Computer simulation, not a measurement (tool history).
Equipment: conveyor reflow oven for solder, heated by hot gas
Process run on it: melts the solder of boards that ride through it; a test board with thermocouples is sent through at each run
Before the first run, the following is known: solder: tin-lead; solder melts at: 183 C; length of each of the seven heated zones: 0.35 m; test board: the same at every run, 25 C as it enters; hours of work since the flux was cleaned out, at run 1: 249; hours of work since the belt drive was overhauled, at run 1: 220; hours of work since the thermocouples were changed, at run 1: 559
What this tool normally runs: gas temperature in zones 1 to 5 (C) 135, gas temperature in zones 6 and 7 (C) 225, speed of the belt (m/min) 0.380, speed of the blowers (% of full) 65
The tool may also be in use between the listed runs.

run,hour,gas temperature in zones 1 to 5 (C),gas temperature in zones 6 and 7 (C),speed of the belt (m/min),speed of the blowers (% of full),hours of work since the flux was cleaned out,hours of work since the belt drive was overhauled,hours of work since the thermocouples were changed,highest temperature of the board (C),time above the solder's melting point (s)
1,0.0,135,225,0.380,65,249,220,559,205.7,63.5
2,19.9,135,225,0.380,65,257,229,568,206.0,64.4
3,46.6,135,225,0.380,65,269,241,580,205.2,63.4
4,68.6,135,225,0.380,65,279,251,589,204.9,63.0
5,99.3,135,225,0.380,65,293,264,603,205.3,63.0
6,136.3,135,225,0.380,65,309,281,619,204.8,62.3
7,162.2,135,225,0.380,75,321,292,631,207.3,68.3
8,190.8,135,225,0.380,75,333,305,644,207.4,67.2
9,222.9,135,225,0.380,65,347,319,658,205.0,62.4
10,262.0,135,225,0.309,65,365,337,675,211.1,92.2
11,279.5,135,225,0.309,65,373,344,683,210.7,92.3
12,302.5,135,225,0.309,65,383,355,693,210.8,92.7
13,332.8,130,225,0.380,65,396,368,707,203.3,58.1
# hour 361.6: flux residue cleaned out of gas plates and filters
14,376.3,125,225,0.380,74,7,385,724,206.5,63.6
15,407.3,135,228,0.380,65,20,399,737,208.9,68.7
16,444.2,135,228,0.380,77,37,415,754,211.7,74.7
17,475.9,145,238,0.397,67,51,429,768,217.9,82.9
18,514.9,129,227,0.397,61,68,447,785,203.1,55.1
19,542.6,129,227,0.397,61,80,459,798,204.1,54.7
20,560.6,139,222,0.358,71,88,467,806,207.1,76.8

Hidden state at the last listed run before each entry between runs and at the first one after, where it differs:
Logged between run 13 and run 14: flux residue cleaned out of gas plates and filters (hour 361.6)
  heat that the gas passes to the board, % of a clean oven's: 92.1 -> 99; belt's true speed, % of the reading: 99.54 -> 99.52; true gas temperature in zones 6 and 7 over the reading, C: -0.48 -> -0.5
  measured less the result without the state, highest temperature of the board (C): -2.4 -> -0.6; time above the solder's melting point (s): -4.6 -> -0.6

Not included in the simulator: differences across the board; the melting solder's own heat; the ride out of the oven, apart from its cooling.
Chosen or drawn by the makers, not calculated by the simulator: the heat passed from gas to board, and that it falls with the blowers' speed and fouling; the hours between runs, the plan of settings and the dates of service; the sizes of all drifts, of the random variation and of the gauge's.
